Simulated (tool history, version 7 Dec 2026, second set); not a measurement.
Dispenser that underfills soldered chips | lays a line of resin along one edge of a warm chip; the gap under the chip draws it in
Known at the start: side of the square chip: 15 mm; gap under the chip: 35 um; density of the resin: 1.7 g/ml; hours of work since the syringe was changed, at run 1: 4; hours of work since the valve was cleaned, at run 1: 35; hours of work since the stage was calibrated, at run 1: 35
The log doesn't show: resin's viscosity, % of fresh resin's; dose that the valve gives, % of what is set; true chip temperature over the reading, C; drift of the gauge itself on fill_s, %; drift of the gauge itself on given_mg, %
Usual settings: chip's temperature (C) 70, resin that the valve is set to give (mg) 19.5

run   hour  chip's temperature (C)  resin that the valve is set to give (mg)  hours of work since the syringe was changed  hours of work since the valve was cleaned  hours of work since the stage was calibrated  time until the resin shows at the far edge (s)  resin that the valve gave (mg)
  1      0                      70                                      19.5                                            4                                         35                                            35                                           591.2                           19.07
       2.6  -- new syringe of resin
  2    7.4                      70                                      20.7                                            3                                         40                                            40                                           531.5                           20.31
      11.6  -- new syringe of resin
  3   12.5                      70                                      20.7                                            1                                         43                                            43                                           441.6                           20.17
      20.8  -- new syringe of resin
  4   23.6                      70                                      20.7                                            2                                         51                                            51                                           486.1                           20.13
      29.6  -- new syringe of resin
  5   34.1                      70                                      20.7                                            3                                         58                                            58                                           533.3                           20.12
      39.1  -- new syringe of resin
  6   40.3                      70                                      23.2                                            1                                         61                                            61                                           445.1                           22.39
  7   44.9                      70                                      19.5                                            4                                         64                                            64                                           585.6                           18.73
        48  -- new syringe of resin
  8     50                      70                                      19.5                                            1                                         68                                            68                                           466.2                           18.79
      56.9  -- new syringe of resin
  9   56.9                      70                                      19.5                                            0                                         72                                            72                                           418.5                            18.7
      60.3  -- dispensing valve cleaned and set on the balance
 10   65.8                      70                                      19.5                                            5                                          4                                            77                                           630.5                           19.34
      66.8  -- new syringe of resin
      76.1  -- new syringe of resin
 11   77.3                      70                                      19.5                                            1                                         11                                            85                                           454.8                           19.25
      85.4  -- new syringe of resin
 12   85.4                      70                                      19.5                                            0                                         16                                            90                                           420.6                           19.28
 13   91.2                      67                                      19.5                                            4                                         20                                            94                                           630.3                           19.25
        95  -- new syringe of resin
 14   98.7                      70                                      21.3                                            2                                         25                                            99                                           501.2                           20.94
     104.1  -- new syringe of resin
 15  106.2                      70                                      19.5                                            1                                         30                                           103                                           484.1                           19.05
     113.3  -- new syringe of resin
 16  116.4                      70                                      19.5                                            2                                         36                                           110                                           498.8                           19.01
     122.5  -- new syringe of resin
 17  122.7                      70                                      19.5                                            0                                         40                                           114                                           435.5                           18.95
 18  128.7                      69                                      17.4                                            4                                         44                                           118                                           643.4                           16.95
     131.4  -- new syringe of resin
 19  137.7                      82                                      23.6                                            4                                         50                                           124                                           395.7                           22.76
     140.8  -- new syringe of resin
 20  142.7                      81                                      22.8                                            1                                         53                                           127                                           321.3                           21.91
 21  147.3                      69                                        17                                            4                                         56                                           130                                           663.2                           16.41
     149.7  -- new syringe of resin
 22  154.4                      81                                      24.3                                            3                                         61                                           135                                           382.9                           23.36
     158.7  -- new syringe of resin
 23  164.1                      83                                      24.7                                            4                                         67                                           141                                           370.6                            23.5
     167.9  -- new syringe of resin
 24  172.2                      66                                      23.3                                            3                                         72                                           146                                           609.2                           22.17
       175  -- dispensing valve cleaned and set on the balance
     177.7  -- new syringe of resin
 25  183.1                      70                                      17.7                                            4                                          5                                           152                                           594.6                           17.71
     187.2  -- new syringe of resin
 26  189.6                      59                                      19.5                                            2                                          9                                           157                                           728.8                            19.3
 27  194.5                      59                                      19.5                                            5                                         13                                           160                                           957.5                           19.23
     196.5  -- new syringe of resin
 28  203.7                      59                                      19.5                                            5                                         19                                           166                                           935.3                           19.29
     205.3  -- new syringe of resin
 29  211.8                      75                                        17                                            4                                         24                                           171                                           539.8                           16.83
     214.2  -- new syringe of resin
 30  220.1                      75                                        17                                            4                                         29                                           176                                           531.5                           16.69
     223.1  -- new syringe of resin
 31  226.8                      61                                      20.6                                            2                                         33                                           181                                           712.4                           20.25
     232.1  -- new syringe of resin
 32  232.5                      61                                      19.7                                            0                                         37                                           184                                           595.4                           19.39
     241.6  -- new syringe of resin
 33  242.8                      61                                      19.7                                            1                                         44                                           191                                           634.5                           19.17

4 ways to go on from here, each from the tool as it stands after run 33. What would each give?
  A  248.1                      61                                      19.2                                            4                                         47                                           195                                               ?                               ?
  B  248.1                      74                                      19.8                                            4                                         47                                           195                                               ?                               ?
  C  248.1                      84                                      17.1                                            4                                         47                                           195                                               ?                               ?
  D  248.1                      77                                      19.5                                            4                                         47                                           195                                               ?                               ?

run  time until the resin shows at the far edge (s)  resin that the valve gave (mg)
  A                                           866.2                           18.65
  B                                           556.1                           19.26
  C                                           413.1                            16.7
  D                                           496.5                           19.03
Without the tool's hidden state the same runs would have given:
run  time until the resin shows at the far edge (s)  resin that the valve gave (mg)
  A                                           573.2                           19.16
  B                                           369.1                            19.8
  C                                           273.5                           17.16
  D                                           329.7                           19.55
